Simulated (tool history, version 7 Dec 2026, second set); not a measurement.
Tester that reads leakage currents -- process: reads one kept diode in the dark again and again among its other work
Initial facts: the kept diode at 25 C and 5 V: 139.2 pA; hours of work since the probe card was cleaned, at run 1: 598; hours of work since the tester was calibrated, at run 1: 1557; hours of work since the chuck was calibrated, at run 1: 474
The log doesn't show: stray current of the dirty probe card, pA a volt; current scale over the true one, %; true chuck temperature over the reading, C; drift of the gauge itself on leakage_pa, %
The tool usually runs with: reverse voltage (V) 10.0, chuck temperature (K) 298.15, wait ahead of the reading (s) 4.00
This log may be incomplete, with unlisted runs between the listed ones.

| run | day | reverse voltage (V) | chuck temperature (K) | wait ahead of the reading (s) | hours of work since the probe card was cleaned | hours of work since the tester was calibrated | hours of work since the chuck was calibrated | current that the tester gives (pA) |
|---|---|---|---|---|---|---|---|---|
| 1 | 0.000 | 10.0 | 298.15 | 4.00 | 598 | 1557 | 474 | 206.45 |
| 2 | 3.412 | 10.0 | 298.15 | 4.00 | 654 | 1613 | 530 | 207.15 |
| 3 | 6.438 | 10.0 | 298.15 | 4.00 | 704 | 1662 | 580 | 209.71 |
| 4 | 9.525 | 10.0 | 298.15 | 4.00 | 755 | 1713 | 631 | 210.89 |
| 5 | 14.012 | 10.0 | 298.15 | 4.00 | 828 | 1786 | 704 | 212.93 |
| 6 | 20.158 | 10.0 | 298.15 | 4.00 | 929 | 1887 | 805 | 218.89 |
| 7 | 26.196 | 10.0 | 298.15 | 4.00 | 1028 | 1986 | 904 | 223.77 |
| 8 | 31.525 | 10.0 | 298.15 | 4.00 | 1116 | 2074 | 992 | 227.44 |
| 9 | 35.896 | 10.0 | 298.15 | 4.00 | 1187 | 2146 | 1063 | 229.40 |
|  | 38.808 | chuck's temperature calibrated |
| 10 | 42.050 | 10.0 | 298.15 | 4.00 | 1287 | 2245 | 53 | 198.29 |
| 11 | 47.979 | 10.0 | 298.15 | 4.00 | 1384 | 2342 | 150 | 202.00 |
|  | 49.854 | tester calibrated |
| 12 | 51.617 | 10.0 | 298.15 | 4.00 | 1443 | 29 | 209 | 208.20 |
| 13 | 56.242 | 4.6 | 316.15 | 3.33 | 1518 | 105 | 285 | 596.15 |
| 14 | 62.533 | 2.7 | 302.15 | 8.19 | 1622 | 208 | 388 | 166.40 |
|  | 65.258 | probe card cleaned and baked |
| 15 | 65.825 | 1.1 | 306.15 | 9.33 | 9 | 260 | 440 | 156.81 |
| 16 | 71.925 | 8.9 | 301.15 | 0.38 | 109 | 360 | 540 | 254.00 |
| 17 | 77.179 | 8.9 | 302.15 | 7.09 | 196 | 446 | 626 | 268.88 |
| 18 | 81.012 | 10.0 | 297.15 | 4.00 | 258 | 509 | 689 | 190.79 |

Below are 5 alternative next runs, each starting from the tool's condition after run 18. Predict each:
| A | 84.567 | 3.4 | 301.15 | 4.00 | 317 | 568 | 747 | ? |
| B | 84.567 | 5.6 | 306.15 | 1.28 | 317 | 568 | 747 | ? |
| C | 84.567 | 1.5 | 314.15 | 2.19 | 317 | 568 | 747 | ? |
| D | 84.567 | 5.4 | 297.15 | 1.99 | 317 | 568 | 747 | ? |
| E | 84.567 | 10.0 | 298.15 | 0.59 | 317 | 568 | 747 | ? |

| run | current that the tester gives (pA) |
|---|---|
| A | 172.34 |
| B | 314.95 |
| C | 346.62 |
| D | 150.84 |
| E | 214.29 |
Without the tool's unlogged condition, the same runs would have read:
| run | current that the tester gives (pA) |
|---|---|
| A | 153.67 |
| B | 282.17 |
| C | 313.72 |
| D | 133.31 |
| E | 189.25 |
